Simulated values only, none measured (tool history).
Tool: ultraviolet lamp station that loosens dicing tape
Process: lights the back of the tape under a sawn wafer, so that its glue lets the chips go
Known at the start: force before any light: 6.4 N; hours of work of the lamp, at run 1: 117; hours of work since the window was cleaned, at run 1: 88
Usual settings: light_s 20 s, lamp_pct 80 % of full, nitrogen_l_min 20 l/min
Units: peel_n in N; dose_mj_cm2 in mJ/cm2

run,hour,light_s,lamp_pct,nitrogen_l_min,hours of work of the lamp,hours of work since the window was cleaned,peel_n,dose_mj_cm2
1,0.0,20,80,20,117,88,0.632,228
2,10.8,20,80,16,124,96,0.695,226
3,20.8,20,99,20,131,103,0.406,280
4,28.5,20,80,12,136,108,0.802,225
5,38.4,20,80,12,143,115,0.816,228
6,46.3,20,80,12,148,120,0.844,225
7,57.5,20,80,30,156,128,0.533,224
8,62.7,20,80,30,160,132,0.536,225
9,69.5,20,80,30,164,136,0.538,222
10,76.4,20,80,30,169,141,0.531,225
11,81.7,20,80,30,173,145,0.525,221
12,88.1,20,80,30,177,149,0.531,220
13,94.7,20,80,30,182,154,0.539,224
14,103.1,35,80,20,188,159,0.208,383
15,114.2,35,80,20,195,167,0.195,390
16,121.1,12,80,22,200,172,1.523,132
17,130.6,17,93,23,207,178,0.637,217
18,141.5,14,80,20,214,186,1.229,152
19,151.7,20,74,26,221,193,0.701,199
20,163.0,10,81,14,229,201,2.209,108
21,172.8,10,81,14,236,207,2.214,112

Forecast each of these 4 alternatives for the next run:
A,179.7,23,88,26,240,212,?,?
B,179.7,33,61,8,240,212,?,?
C,179.7,18,80,18,240,212,?,?
D,179.7,14,74,20,240,212,?,?

run,peel_n,dose_mj_cm2
A,0.382,271
B,0.743,273
C,0.889,195
D,1.411,139
Without the tool's hidden state the same runs would have given:
run,peel_n,dose_mj_cm2
A,0.302,303
B,0.595,305
C,0.722,218
D,1.196,156
